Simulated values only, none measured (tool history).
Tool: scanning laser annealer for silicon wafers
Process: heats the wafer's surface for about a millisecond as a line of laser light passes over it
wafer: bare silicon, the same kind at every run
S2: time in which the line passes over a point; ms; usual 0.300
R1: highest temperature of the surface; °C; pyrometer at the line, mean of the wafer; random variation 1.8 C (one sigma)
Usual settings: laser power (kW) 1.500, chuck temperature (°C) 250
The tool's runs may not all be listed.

run 1 hour=0.0 | laser_power_(kW)=1.500 S2=0.300 chuck_temperature_(°C)=250 | R1=1032
run 2 hour=35.8 | laser_power_(kW)=1.500 S2=0.300 chuck_temperature_(°C)=250 | R1=1031
run 3 hour=63.0 | laser_power_(kW)=1.500 S2=0.300 chuck_temperature_(°C)=250 | R1=1028
run 4 hour=79.8 | laser_power_(kW)=1.500 S2=0.300 chuck_temperature_(°C)=250 | R1=1028
run 5 hour=105.5 | laser_power_(kW)=1.314 S2=0.300 chuck_temperature_(°C)=250 | R1=922
run 6 hour=144.1 | laser_power_(kW)=1.500 S2=0.300 chuck_temperature_(°C)=250 | R1=1029
run 7 hour=181.4 | laser_power_(kW)=1.500 S2=0.300 chuck_temperature_(°C)=250 | R1=1026
run 8 hour=198.7 | laser_power_(kW)=1.500 S2=0.300 chuck_temperature_(°C)=250 | R1=1024
run 9 hour=228.4 | laser_power_(kW)=1.500 S2=0.300 chuck_temperature_(°C)=250 | R1=1024
run 10 hour=246.8 | laser_power_(kW)=1.500 S2=0.300 chuck_temperature_(°C)=250 | R1=1024
run 11 hour=284.4 | laser_power_(kW)=1.500 S2=0.300 chuck_temperature_(°C)=250 | R1=1027
run 12 hour=309.5 | laser_power_(kW)=1.500 S2=0.300 chuck_temperature_(°C)=250 | R1=1020
run 13 hour=342.7 | laser_power_(kW)=1.500 S2=0.300 chuck_temperature_(°C)=250 | R1=1022
run 14 hour=364.9 | laser_power_(kW)=1.344 S2=0.300 chuck_temperature_(°C)=250 | R1=938
run 15 hour=386.2 | laser_power_(kW)=1.500 S2=0.300 chuck_temperature_(°C)=250 | R1=1023
run 16 hour=405.2 | laser_power_(kW)=1.394 S2=0.300 chuck_temperature_(°C)=250 | R1=960
run 17 hour=440.0 | laser_power_(kW)=1.394 S2=0.367 chuck_temperature_(°C)=250 | R1=1034
run 18 hour=471.6 | laser_power_(kW)=1.394 S2=0.367 chuck_temperature_(°C)=250 | R1=1033
run 19 hour=497.2 | laser_power_(kW)=1.394 S2=0.367 chuck_temperature_(°C)=250 | R1=1031
-- hour=537.2 window over the wafer cleaned
run 20 hour=537.2 | laser_power_(kW)=1.500 S2=0.278 chuck_temperature_(°C)=278 | R1=1034
-- hour=561.1 optics aligned, line set to its width
run 21 hour=564.2 | laser_power_(kW)=1.500 S2=0.278 chuck_temperature_(°C)=278 | R1=1029
run 22 hour=595.4 | laser_power_(kW)=1.500 S2=0.278 chuck_temperature_(°C)=278 | R1=1027
run 23 hour=614.0 | laser_power_(kW)=1.277 S2=0.278 chuck_temperature_(°C)=216 | R1=843
run 24 hour=647.5 | laser_power_(kW)=1.277 S2=0.278 chuck_temperature_(°C)=216 | R1=843
run 25 hour=684.7 | laser_power_(kW)=1.277 S2=0.278 chuck_temperature_(°C)=216 | R1=841
run 26 hour=703.8 | laser_power_(kW)=1.500 S2=0.272 chuck_temperature_(°C)=281 | R1=1021
-- hour=721.2 optics aligned, line set to its width, once more
run 27 hour=732.1 | laser_power_(kW)=1.436 S2=0.349 chuck_temperature_(°C)=281 | R1=1095
run 28 hour=763.1 | laser_power_(kW)=1.436 S2=0.349 chuck_temperature_(°C)=281 | R1=1091
run 29 hour=783.3 | laser_power_(kW)=1.436 S2=0.256 chuck_temperature_(°C)=281 | R1=977
run 30 hour=807.3 | laser_power_(kW)=1.382 S2=0.240 chuck_temperature_(°C)=276 | R1=922
run 31 hour=833.5 | laser_power_(kW)=1.371 S2=0.300 chuck_temperature_(°C)=267 | R1=983
run 32 hour=857.5 | laser_power_(kW)=1.549 S2=0.261 chuck_temperature_(°C)=221 | R1=983
run 33 hour=879.7 | laser_power_(kW)=1.551 S2=0.300 chuck_temperature_(°C)=272 | R1=1088
run 34 hour=903.7 | laser_power_(kW)=1.551 S2=0.300 chuck_temperature_(°C)=272 | R1=1085
run 35 hour=923.1 | laser_power_(kW)=1.551 S2=0.300 chuck_temperature_(°C)=272 | R1=1087
run 36 hour=946.9 | laser_power_(kW)=1.551 S2=0.300 chuck_temperature_(°C)=238 | R1=1051

The same runs without the tool's hidden state, with the same run-to-run variation:
The hidden state here: light that passes the window, % of a clean one's; laser's true power over the reading, %; width of the line over the set one, %; drift of the gauge itself on peak_c, C.
run=1 R1=1046
run=2 R1=1046
run=3 R1=1044
run=4 R1=1044
run=5 R1=937
run=6 R1=1048
run=7 R1=1045
run=8 R1=1044
run=9 R1=1045
run=10 R1=1045
run=11 R1=1050
run=12 R1=1043
run=13 R1=1046
run=14 R1=960
run=15 R1=1048
run=16 R1=984
run=17 R1=1061
run=18 R1=1061
run=19 R1=1060
run=20 R1=1044
run=21 R1=1046
run=22 R1=1045
run=23 R1=858
run=24 R1=859
run=25 R1=858
run=26 R1=1041
run=27 R1=1100
run=28 R1=1097
run=29 R1=983
run=30 R1=928
run=31 R1=990
run=32 R1=991
run=33 R1=1097
run=34 R1=1095
run=35 R1=1098
run=36 R1=1062
